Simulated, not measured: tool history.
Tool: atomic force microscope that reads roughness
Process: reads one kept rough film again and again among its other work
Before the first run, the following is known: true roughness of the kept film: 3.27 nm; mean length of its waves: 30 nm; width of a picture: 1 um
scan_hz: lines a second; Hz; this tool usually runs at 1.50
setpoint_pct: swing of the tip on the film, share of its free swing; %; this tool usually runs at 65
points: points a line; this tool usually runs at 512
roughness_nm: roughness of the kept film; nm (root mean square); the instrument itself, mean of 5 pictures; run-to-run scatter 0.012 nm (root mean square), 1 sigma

| run | hour | scan_hz | setpoint_pct | points | roughness_nm |
|---|---|---|---|---|---|
| 1 | 0.0 | 1.50 | 65 | 512 | 2.349 |
| 2 | 49.6 | 1.50 | 65 | 512 | 2.241 |
| 3 | 87.2 | 1.50 | 65 | 512 | 2.168 |
|  | 94.6 | new tip fitted |
| 4 | 138.4 | 1.50 | 65 | 512 | 2.613 |
| 5 | 190.6 | 0.70 | 65 | 512 | 2.578 |
| 6 | 235.8 | 1.50 | 65 | 512 | 2.388 |
| 7 | 280.1 | 1.50 | 65 | 512 | 2.275 |
| 8 | 324.4 | 1.50 | 65 | 449 | 2.172 |
|  | 340.0 | new tip fitted |
| 9 | 357.8 | 1.50 | 61 | 512 | 2.739 |
| 10 | 411.5 | 1.50 | 61 | 512 | 2.590 |
| 11 | 441.7 | 1.50 | 61 | 512 | 2.504 |
| 12 | 486.4 | 1.62 | 65 | 512 | 2.365 |
| 13 | 529.0 | 1.62 | 65 | 512 | 2.274 |
| 14 | 553.2 | 1.62 | 56 | 512 | 2.317 |
|  | 585.2 | new tip fitted |
| 15 | 596.5 | 1.50 | 65 | 512 | 2.715 |
| 16 | 626.7 | 1.50 | 65 | 512 | 2.618 |
| 17 | 679.4 | 3.75 | 65 | 512 | 2.262 |
| 18 | 721.7 | 3.75 | 65 | 512 | 2.179 |
| 19 | 773.6 | 1.45 | 65 | 512 | 2.272 |
| 20 | 825.2 | 1.45 | 65 | 512 | 2.162 |
|  | 829.3 | new tip fitted |
| 21 | 867.3 | 1.50 | 65 | 512 | 2.617 |
| 22 | 893.1 | 1.50 | 65 | 482 | 2.550 |
| 23 | 935.5 | 1.50 | 87 | 415 | 2.139 |
| 24 | 977.1 | 1.88 | 78 | 321 | 2.132 |
| 25 | 1015.3 | 1.88 | 78 | 321 | 2.048 |
| 26 | 1056.5 | 1.88 | 78 | 321 | 1.974 |
|  | 1075.7 | new tip fitted |
| 27 | 1105.8 | 1.88 | 78 | 321 | 2.391 |
|  | 1109.9 | height scale calibrated on a step standard |
| 28 | 1155.0 | 1.50 | 68 | 512 | 2.473 |
| 29 | 1191.0 | 1.50 | 68 | 512 | 2.391 |
| 30 | 1225.1 | 1.24 | 68 | 321 | 2.335 |
| 31 | 1265.5 | 3.02 | 89 | 856 | 1.652 |
| 32 | 1296.9 | 3.02 | 89 | 856 | 1.591 |
|  | 1322.6 | new tip fitted |
| 33 | 1325.5 | 1.50 | 85 | 512 | 2.435 |
| 34 | 1363.3 | 1.50 | 57 | 418 | 2.647 |
|  | 1400.5 | height scale calibrated on a step standard, once more |
| 35 | 1414.2 | 1.11 | 84 | 364 | 2.341 |
| 36 | 1441.2 | 1.50 | 65 | 464 | 2.466 |
| 37 | 1479.6 | 1.53 | 65 | 575 | 2.342 |
| 38 | 1529.5 | 1.53 | 65 | 575 | 2.241 |
| 39 | 1563.6 | 0.67 | 61 | 992 | 2.269 |
|  | 1567.8 | new tip fitted |
| 40 | 1601.7 | 1.50 | 75 | 862 | 2.524 |
| 41 | 1645.5 | 1.50 | 75 | 862 | 2.430 |
| 42 | 1676.3 | 1.50 | 79 | 661 | 2.279 |
| 43 | 1714.2 | 2.09 | 76 | 483 | 2.132 |

For some of the steps in roughness_nm from one run to the next: how much would appear even if the tool had no hidden state, given the settings, what came in and random variation, and how much remains for the hidden state plus any gauge scatter that the measured result and the result without hidden state don't share?
Hidden state at play: radius of the tip, nm; height scale over the true one, %; drift of the gauge itself on roughness_nm, %.
Run 8 -> 9: setpoint_pct 65 -> 61, points 449 -> 512, new tip fitted. roughness_nm +0.567 nm (root mean square): hidden state +0.516, all else +0.051.
Run 14 -> 15: scan_hz 1.62 -> 1.50, setpoint_pct 56 -> 65, new tip fitted. roughness_nm +0.398 nm (root mean square): hidden state +0.503, all else -0.105.
Run 30 -> 31: scan_hz 1.24 -> 3.02, setpoint_pct 68 -> 89, points 321 -> 856. roughness_nm -0.683 nm (root mean square): hidden state +0.053, all else -0.736.
Run 32 -> 33: scan_hz 3.02 -> 1.50, setpoint_pct 89 -> 85, points 856 -> 512, new tip fitted. roughness_nm +0.844 nm (root mean square): hidden state +0.362, all else +0.482.
Run 39 -> 40: scan_hz 0.67 -> 1.50, setpoint_pct 61 -> 75, points 992 -> 862, new tip fitted. roughness_nm +0.255 nm (root mean square): hidden state +0.495, all else -0.240.
